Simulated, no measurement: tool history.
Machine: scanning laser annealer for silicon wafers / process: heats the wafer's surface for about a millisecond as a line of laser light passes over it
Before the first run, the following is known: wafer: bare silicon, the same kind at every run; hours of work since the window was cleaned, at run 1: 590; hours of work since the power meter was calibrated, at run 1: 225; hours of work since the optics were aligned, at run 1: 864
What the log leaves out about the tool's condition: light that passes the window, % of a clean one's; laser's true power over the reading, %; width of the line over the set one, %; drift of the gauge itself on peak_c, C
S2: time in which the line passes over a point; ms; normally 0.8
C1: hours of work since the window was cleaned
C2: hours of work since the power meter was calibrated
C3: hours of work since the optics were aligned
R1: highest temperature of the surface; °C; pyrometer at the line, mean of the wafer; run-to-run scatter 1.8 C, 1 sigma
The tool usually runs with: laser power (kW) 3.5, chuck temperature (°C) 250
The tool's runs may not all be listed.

{"run": 1, "hour": 0.0, "laser power (kW)": 3.5, "S2": 0.8, "chuck temperature (°C)": 250, "C1": 590, "C2": 225, "C3": 864, "R1": 959}
{"run": 2, "hour": 13.2, "laser power (kW)": 3.5, "S2": 0.8, "chuck temperature (°C)": 250, "C1": 599, "C2": 234, "C3": 873, "R1": 956}
{"run": 3, "hour": 23.4, "laser power (kW)": 3.5, "S2": 0.8, "chuck temperature (°C)": 242, "C1": 606, "C2": 241, "C3": 880, "R1": 947}
{"run": 4, "hour": 35.2, "laser power (kW)": 3.5, "S2": 0.8, "chuck temperature (°C)": 242, "C1": 614, "C2": 249, "C3": 888, "R1": 952}
{"run": 5, "hour": 48.2, "laser power (kW)": 3.5, "S2": 0.8, "chuck temperature (°C)": 242, "C1": 623, "C2": 258, "C3": 897, "R1": 950}
{"run": 6, "hour": 56.7, "laser power (kW)": 3.5, "S2": 0.8, "chuck temperature (°C)": 250, "C1": 629, "C2": 264, "C3": 902, "R1": 955}

Predict the results of run 7:
{"run": 7, "hour": 66.4, "laser power (kW)": 3.5, "S2": 0.897, "chuck temperature (°C)": 250, "C1": 635, "C2": 270, "C3": 909, "R1": "?"}

{"run 7": {"R1": 1003}}
Had the tool carried no hidden state, the very same run would have given R1 1058 °C.
